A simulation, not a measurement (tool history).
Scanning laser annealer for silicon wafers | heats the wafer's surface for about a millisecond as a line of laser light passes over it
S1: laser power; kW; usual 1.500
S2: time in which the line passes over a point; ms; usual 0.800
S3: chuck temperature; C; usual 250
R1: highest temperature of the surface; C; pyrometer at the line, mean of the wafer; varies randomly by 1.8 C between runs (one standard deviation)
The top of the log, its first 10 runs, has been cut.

| run | hour | S1 | S2 | S3 | R1 |
|---|---|---|---|---|---|
| 11 | 68.8 | 1.500 | 0.800 | 236 | 962 |
| 12 | 74.4 | 1.500 | 0.800 | 236 | 957 |
| 13 | 81.2 | 1.500 | 0.800 | 236 | 964 |
| 14 | 86.3 | 1.500 | 0.800 | 236 | 962 |
| 15 | 91.2 | 1.500 | 0.922 | 236 | 1014 |
| 16 | 100.4 | 1.500 | 0.922 | 236 | 1017 |
| 17 | 104.9 | 1.500 | 0.922 | 236 | 1016 |
| 18 | 113.5 | 1.500 | 0.974 | 250 | 1047 |
| 19 | 121.4 | 1.500 | 0.974 | 250 | 1049 |
| 20 | 130.7 | 1.500 | 0.974 | 250 | 1049 |
| 21 | 136.2 | 1.500 | 0.974 | 250 | 1048 |
| 22 | 142.6 | 1.500 | 0.581 | 234 | 855 |
| 23 | 148.8 | 1.500 | 0.581 | 234 | 850 |

Run 24 comes next. What will it give?
| 24 | 153.2 | 1.500 | 0.581 | 234 | ? |

{"run 24": {"R1": 855}}
If the tool had no hidden condition, the same run with the same run-to-run variation would have returned R1 855 C.

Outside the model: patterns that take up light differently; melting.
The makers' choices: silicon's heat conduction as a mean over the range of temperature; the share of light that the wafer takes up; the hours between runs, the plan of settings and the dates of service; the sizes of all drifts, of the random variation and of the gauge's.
